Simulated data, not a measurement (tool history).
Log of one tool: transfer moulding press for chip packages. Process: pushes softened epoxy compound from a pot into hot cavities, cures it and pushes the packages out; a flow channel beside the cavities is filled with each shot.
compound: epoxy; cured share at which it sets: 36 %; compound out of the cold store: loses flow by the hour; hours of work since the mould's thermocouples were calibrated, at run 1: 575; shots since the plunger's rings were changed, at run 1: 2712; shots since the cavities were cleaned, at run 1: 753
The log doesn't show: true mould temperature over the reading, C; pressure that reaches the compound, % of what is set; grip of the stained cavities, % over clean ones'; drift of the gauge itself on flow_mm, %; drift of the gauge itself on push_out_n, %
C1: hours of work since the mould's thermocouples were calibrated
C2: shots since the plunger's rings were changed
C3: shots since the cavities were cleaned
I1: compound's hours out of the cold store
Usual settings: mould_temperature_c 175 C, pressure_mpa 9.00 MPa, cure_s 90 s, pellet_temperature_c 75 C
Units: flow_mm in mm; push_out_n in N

{"run": 1, "day": 0.0, "mould_temperature_c": 175, "pressure_mpa": 9.0, "cure_s": 90, "pellet_temperature_c": 75, "C1": 575, "C2": 2712, "C3": 753, "I1": 32.2, "flow_mm": 801, "push_out_n": 1151}
{"run": 2, "day": 0.746, "mould_temperature_c": 175, "pressure_mpa": 9.0, "cure_s": 90, "pellet_temperature_c": 75, "C1": 583, "C2": 2876, "C3": 917, "I1": 33.9, "flow_mm": 797, "push_out_n": 1156}
{"day": 1.938, "done": "cavities cleaned with cleaning compound and waxed"}
{"run": 3, "day": 2.033, "mould_temperature_c": 181, "pressure_mpa": 9.0, "cure_s": 90, "pellet_temperature_c": 75, "C1": 596, "C2": 3146, "C3": 21, "I1": 35.5, "flow_mm": 768, "push_out_n": 558}
{"run": 4, "day": 2.792, "mould_temperature_c": 175, "pressure_mpa": 7.23, "cure_s": 90, "pellet_temperature_c": 75, "C1": 604, "C2": 3313, "C3": 188, "I1": 12.0, "flow_mm": 762, "push_out_n": 976}
{"run": 5, "day": 4.2, "mould_temperature_c": 183, "pressure_mpa": 9.0, "cure_s": 90, "pellet_temperature_c": 75, "C1": 620, "C2": 3623, "C3": 498, "I1": 26.6, "flow_mm": 782, "push_out_n": 643}
{"run": 6, "day": 4.875, "mould_temperature_c": 183, "pressure_mpa": 9.0, "cure_s": 90, "pellet_temperature_c": 75, "C1": 627, "C2": 3772, "C3": 647, "I1": 44.1, "flow_mm": 743, "push_out_n": 683}
{"run": 7, "day": 6.338, "mould_temperature_c": 183, "pressure_mpa": 9.0, "cure_s": 90, "pellet_temperature_c": 75, "C1": 643, "C2": 4093, "C3": 968, "I1": 46.4, "flow_mm": 733, "push_out_n": 743}
{"day": 7.321, "done": "cavities cleaned with cleaning compound and waxed"}
{"run": 8, "day": 7.425, "mould_temperature_c": 173, "pressure_mpa": 9.0, "cure_s": 90, "pellet_temperature_c": 75, "C1": 654, "C2": 4320, "C3": 23, "I1": 9.6, "flow_mm": 857, "push_out_n": 989}
{"run": 9, "day": 8.8, "mould_temperature_c": 173, "pressure_mpa": 9.0, "cure_s": 90, "pellet_temperature_c": 75, "C1": 669, "C2": 4622, "C3": 325, "I1": 10.9, "flow_mm": 852, "push_out_n": 1159}
{"run": 10, "day": 10.279, "mould_temperature_c": 175, "pressure_mpa": 9.0, "cure_s": 90, "pellet_temperature_c": 75, "C1": 685, "C2": 4948, "C3": 651, "I1": 11.9, "flow_mm": 840, "push_out_n": 1123}
{"run": 11, "day": 10.892, "mould_temperature_c": 175, "pressure_mpa": 9.0, "cure_s": 90, "pellet_temperature_c": 75, "C1": 691, "C2": 5083, "C3": 786, "I1": 20.1, "flow_mm": 816, "push_out_n": 1239}
{"run": 12, "day": 12.317, "mould_temperature_c": 175, "pressure_mpa": 9.0, "cure_s": 90, "pellet_temperature_c": 75, "C1": 707, "C2": 5397, "C3": 1100, "I1": 36.8, "flow_mm": 775, "push_out_n": 1232}
{"day": 12.608, "done": "cavities cleaned with cleaning compound and waxed"}
{"run": 13, "day": 13.704, "mould_temperature_c": 175, "pressure_mpa": 9.0, "cure_s": 90, "pellet_temperature_c": 75, "C1": 721, "C2": 5689, "C3": 241, "I1": 28.7, "flow_mm": 794, "push_out_n": 939}
{"run": 14, "day": 14.821, "mould_temperature_c": 175, "pressure_mpa": 9.0, "cure_s": 90, "pellet_temperature_c": 75, "C1": 733, "C2": 5935, "C3": 487, "I1": 28.7, "flow_mm": 791, "push_out_n": 1064}
{"day": 15.525, "done": "plunger's sealing rings changed"}
{"run": 15, "day": 15.812, "mould_temperature_c": 175, "pressure_mpa": 9.0, "cure_s": 90, "pellet_temperature_c": 75, "C1": 743, "C2": 63, "C3": 682, "I1": 29.4, "flow_mm": 827, "push_out_n": 1091}
{"run": 16, "day": 17.233, "mould_temperature_c": 170, "pressure_mpa": 6.9, "cure_s": 90, "pellet_temperature_c": 79, "C1": 758, "C2": 376, "C3": 995, "I1": 24.6, "flow_mm": 752, "push_out_n": 1790}
{"day": 17.742, "done": "mould's thermocouples calibrated"}
{"day": 18.104, "done": "cavities cleaned with cleaning compound and waxed"}
{"run": 17, "day": 18.446, "mould_temperature_c": 170, "pressure_mpa": 6.9, "cure_s": 90, "pellet_temperature_c": 79, "C1": 7, "C2": 612, "C3": 75, "I1": 47.5, "flow_mm": 695, "push_out_n": 1153}
{"run": 18, "day": 19.592, "mould_temperature_c": 170, "pressure_mpa": 7.08, "cure_s": 83, "pellet_temperature_c": 79, "C1": 19, "C2": 864, "C3": 327, "I1": 10.6, "flow_mm": 788, "push_out_n": 1765}
{"run": 19, "day": 20.442, "mould_temperature_c": 175, "pressure_mpa": 9.61, "cure_s": 80, "pellet_temperature_c": 75, "C1": 29, "C2": 1051, "C3": 514, "I1": 35.4, "flow_mm": 829, "push_out_n": 1436}
{"run": 20, "day": 21.867, "mould_temperature_c": 180, "pressure_mpa": 9.0, "cure_s": 90, "pellet_temperature_c": 75, "C1": 44, "C2": 1365, "C3": 828, "I1": 18.6, "flow_mm": 825, "push_out_n": 827}
{"run": 21, "day": 23.254, "mould_temperature_c": 180, "pressure_mpa": 9.0, "cure_s": 90, "pellet_temperature_c": 75, "C1": 59, "C2": 1671, "C3": 1134, "I1": 16.3, "flow_mm": 828, "push_out_n": 906}
{"day": 23.429, "done": "cavities cleaned with cleaning compound and waxed"}
{"run": 22, "day": 24.117, "mould_temperature_c": 175, "pressure_mpa": 7.23, "cure_s": 90, "pellet_temperature_c": 74, "C1": 68, "C2": 1847, "C3": 152, "I1": 36.2, "flow_mm": 712, "push_out_n": 815}
{"run": 23, "day": 25.271, "mould_temperature_c": 175, "pressure_mpa": 7.23, "cure_s": 90, "pellet_temperature_c": 74, "C1": 80, "C2": 2101, "C3": 406, "I1": 15.6, "flow_mm": 757, "push_out_n": 1068}
{"run": 24, "day": 25.925, "mould_temperature_c": 175, "pressure_mpa": 9.0, "cure_s": 83, "pellet_temperature_c": 65, "C1": 87, "C2": 2246, "C3": 551, "I1": 25.5, "flow_mm": 818, "push_out_n": 1372}
{"run": 25, "day": 26.617, "mould_temperature_c": 175, "pressure_mpa": 6.95, "cure_s": 111, "pellet_temperature_c": 65, "C1": 95, "C2": 2398, "C3": 703, "I1": 17.1, "flow_mm": 739, "push_out_n": 767}
{"run": 26, "day": 27.529, "mould_temperature_c": 175, "pressure_mpa": 6.95, "cure_s": 111, "pellet_temperature_c": 65, "C1": 105, "C2": 2599, "C3": 904, "I1": 27.9, "flow_mm": 715, "push_out_n": 774}
{"run": 27, "day": 28.621, "mould_temperature_c": 175, "pressure_mpa": 8.25, "cure_s": 111, "pellet_temperature_c": 79, "C1": 116, "C2": 2839, "C3": 1144, "I1": 15.3, "flow_mm": 805, "push_out_n": 814}

Forecast run 28:
{"day": 28.788, "done": "cavities cleaned with cleaning compound and waxed"}
{"run": 28, "day": 29.638, "mould_temperature_c": 176, "pressure_mpa": 8.25, "cure_s": 111, "pellet_temperature_c": 76, "C1": 127, "C2": 3049, "C3": 187, "I1": 24.5, "flow_mm": "?", "push_out_n": "?"}

flow_mm: 782 mm
push_out_n: 572 N
Without the tool's hidden state the same run would have given flow_mm 800 mm, push_out_n 469 N.

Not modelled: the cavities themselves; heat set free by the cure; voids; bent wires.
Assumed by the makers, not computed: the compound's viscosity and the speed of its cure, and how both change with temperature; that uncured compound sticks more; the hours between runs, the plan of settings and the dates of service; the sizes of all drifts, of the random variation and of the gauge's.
